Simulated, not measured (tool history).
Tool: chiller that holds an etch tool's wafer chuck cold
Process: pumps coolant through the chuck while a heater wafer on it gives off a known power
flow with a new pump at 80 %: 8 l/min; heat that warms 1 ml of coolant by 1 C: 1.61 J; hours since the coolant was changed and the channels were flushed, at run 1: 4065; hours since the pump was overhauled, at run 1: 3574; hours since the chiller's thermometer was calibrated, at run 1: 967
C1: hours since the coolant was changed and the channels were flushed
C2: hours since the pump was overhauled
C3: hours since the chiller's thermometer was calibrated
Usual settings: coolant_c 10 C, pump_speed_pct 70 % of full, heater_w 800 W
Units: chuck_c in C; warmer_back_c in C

{"run": 1, "hour": 0.0, "coolant_c": 10, "pump_speed_pct": 70, "heater_w": 800, "C1": 4065, "C2": 3574, "C3": 967, "chuck_c": 17.84, "warmer_back_c": 4.3}
{"run": 2, "hour": 88.7, "coolant_c": 10, "pump_speed_pct": 92, "heater_w": 800, "C1": 4154, "C2": 3663, "C3": 1055, "chuck_c": 16.62, "warmer_back_c": 3.22}
{"run": 3, "hour": 191.8, "coolant_c": 10, "pump_speed_pct": 81, "heater_w": 800, "C1": 4257, "C2": 3766, "C3": 1158, "chuck_c": 17.35, "warmer_back_c": 3.67}
{"run": 4, "hour": 349.1, "coolant_c": 10, "pump_speed_pct": 70, "heater_w": 800, "C1": 4414, "C2": 3923, "C3": 1316, "chuck_c": 17.9, "warmer_back_c": 4.33}
{"run": 5, "hour": 439.3, "coolant_c": 10, "pump_speed_pct": 68, "heater_w": 800, "C1": 4504, "C2": 4014, "C3": 1406, "chuck_c": 18.09, "warmer_back_c": 4.45}
{"run": 6, "hour": 610.1, "coolant_c": 10, "pump_speed_pct": 68, "heater_w": 800, "C1": 4675, "C2": 4184, "C3": 1577, "chuck_c": 18.17, "warmer_back_c": 4.46}
{"run": 7, "hour": 695.3, "coolant_c": 10, "pump_speed_pct": 68, "heater_w": 800, "C1": 4760, "C2": 4269, "C3": 1662, "chuck_c": 18.07, "warmer_back_c": 4.48}
{"run": 8, "hour": 853.6, "coolant_c": 10, "pump_speed_pct": 68, "heater_w": 596, "C1": 4919, "C2": 4428, "C3": 1820, "chuck_c": 15.91, "warmer_back_c": 3.34}
{"run": 9, "hour": 1016.3, "coolant_c": 15, "pump_speed_pct": 68, "heater_w": 596, "C1": 5081, "C2": 4590, "C3": 1983, "chuck_c": 20.99, "warmer_back_c": 3.29}
{"run": 10, "hour": 1187.9, "coolant_c": 15, "pump_speed_pct": 68, "heater_w": 596, "C1": 5253, "C2": 4762, "C3": 2155, "chuck_c": 20.94, "warmer_back_c": 3.32}
{"run": 11, "hour": 1270.0, "coolant_c": 2, "pump_speed_pct": 70, "heater_w": 800, "C1": 5335, "C2": 4844, "C3": 2237, "chuck_c": 9.86, "warmer_back_c": 4.27}
{"run": 12, "hour": 1449.8, "coolant_c": 9, "pump_speed_pct": 74, "heater_w": 1002, "C1": 5515, "C2": 5024, "C3": 2417, "chuck_c": 18.39, "warmer_back_c": 5.07}
{"run": 13, "hour": 1541.7, "coolant_c": 10, "pump_speed_pct": 74, "heater_w": 1002, "C1": 5607, "C2": 5116, "C3": 2508, "chuck_c": 19.57, "warmer_back_c": 5.08}
{"run": 14, "hour": 1668.2, "coolant_c": 10, "pump_speed_pct": 74, "heater_w": 1002, "C1": 5733, "C2": 5242, "C3": 2635, "chuck_c": 19.5, "warmer_back_c": 5.06}
{"run": 15, "hour": 1783.8, "coolant_c": 2, "pump_speed_pct": 61, "heater_w": 800, "C1": 5849, "C2": 5358, "C3": 2751, "chuck_c": 10.55, "warmer_back_c": 4.99}

Run 16 comes next. What will it give?
{"hour": 1900.2, "done": "coolant changed, channels flushed"}
{"run": 16, "hour": 1968.3, "coolant_c": 19, "pump_speed_pct": 89, "heater_w": 886, "C1": 68, "C2": 5537, "C3": 2929, "chuck_c": "?", "warmer_back_c": "?"}

Run 16 gave chuck_c 26.25 C, warmer_back_c 3.70 C.
Without the tool's hidden state the same run would have given chuck_c 26.45 C, warmer_back_c 3.70 C.
